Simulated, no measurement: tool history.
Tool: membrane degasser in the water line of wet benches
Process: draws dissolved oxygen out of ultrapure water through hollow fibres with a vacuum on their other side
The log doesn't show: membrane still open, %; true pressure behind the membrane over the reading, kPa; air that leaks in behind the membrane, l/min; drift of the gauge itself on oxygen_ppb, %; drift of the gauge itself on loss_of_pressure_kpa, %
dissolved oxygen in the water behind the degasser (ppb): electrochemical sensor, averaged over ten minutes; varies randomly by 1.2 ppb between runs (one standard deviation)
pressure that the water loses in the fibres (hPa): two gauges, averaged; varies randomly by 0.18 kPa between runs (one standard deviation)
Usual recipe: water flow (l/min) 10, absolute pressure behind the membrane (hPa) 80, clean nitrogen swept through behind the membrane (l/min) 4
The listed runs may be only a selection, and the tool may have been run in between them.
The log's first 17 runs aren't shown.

| run | day | water flow (l/min) | absolute pressure behind the membrane (hPa) | clean nitrogen swept through behind the membrane (l/min) | hours since the membrane was changed | hours since the vacuum gauge was calibrated | hours since the vacuum lines were made tight | dissolved oxygen in the water behind the degasser (ppb) | pressure that the water loses in the fibres (hPa) |
|---|---|---|---|---|---|---|---|---|---|
| 18 | 92.438 | 14 | 129.8 | 4.4 | 3236 | 5832 | 2002 | 218.6 | 884.5 |
| 19 | 101.321 | 12 | 129.8 | 9.84 | 3450 | 6046 | 2215 | 151.6 | 759.5 |
| 20 | 106.183 | 8 | 168.4 | 9.84 | 3566 | 6162 | 2332 | 99.1 | 509.7 |
|  | 113.354 | vacuum gauge calibrated |
| 21 | 115.117 | 10 | 80 | 3.9 | 3780 | 42 | 2545 | 124.9 | 634 |
| 22 | 124.092 | 10 | 110.8 | 1.65 | 3996 | 258 | 2761 | 209.4 | 635.1 |
| 23 | 132.092 | 10 | 67.9 | 2.36 | 4188 | 450 | 2953 | 133.1 | 641.3 |
| 24 | 141.1 | 10 | 63.1 | 2.36 | 4404 | 666 | 3169 | 128 | 635.8 |
| 25 | 147.617 | 10 | 80 | 3.05 | 4560 | 822 | 3325 | 136.9 | 639.6 |
| 26 | 153.196 | 10 | 85.1 | 7 | 4694 | 956 | 3459 | 115.6 | 637.8 |
| 27 | 159.75 | 8 | 80 | 1.98 | 4851 | 1113 | 3617 | 118.2 | 510.1 |
| 28 | 168.158 | 8 | 80 | 1.98 | 5053 | 1315 | 3818 | 119.4 | 512.4 |
| 29 | 174.179 | 7 | 80 | 7.17 | 5198 | 1460 | 3963 | 70.1 | 448.5 |
| 30 | 181.671 | 12 | 131.9 | 2.73 | 5377 | 1640 | 4143 | 231.1 | 771.7 |

Here are 4 independent what-if runs from the current tool condition. What would each one return?
| A | 186.733 | 12 | 51 | 5.17 | 5499 | 1761 | 4264 | ? | ? |
| B | 186.733 | 9 | 131.9 | 1.85 | 5499 | 1761 | 4264 | ? | ? |
| C | 186.733 | 6 | 52.1 | 3.59 | 5499 | 1761 | 4264 | ? | ? |
| D | 186.733 | 8 | 80 | 4 | 5499 | 1761 | 4264 | ? | ? |

| run | dissolved oxygen in the water behind the degasser (ppb) | pressure that the water loses in the fibres (hPa) |
|---|---|---|
| A | 136.2 | 767.8 |
| B | 204 | 575.1 |
| C | 56 | 384.3 |
| D | 97 | 512.5 |
With no hidden state in the tool, these same runs would have given:
| run | dissolved oxygen in the water behind the degasser (ppb) | pressure that the water loses in the fibres (hPa) |
|---|---|---|
| A | 124.8 | 751.7 |
| B | 192.4 | 563 |
| C | 50.4 | 376.2 |
| D | 88.9 | 501.8 |
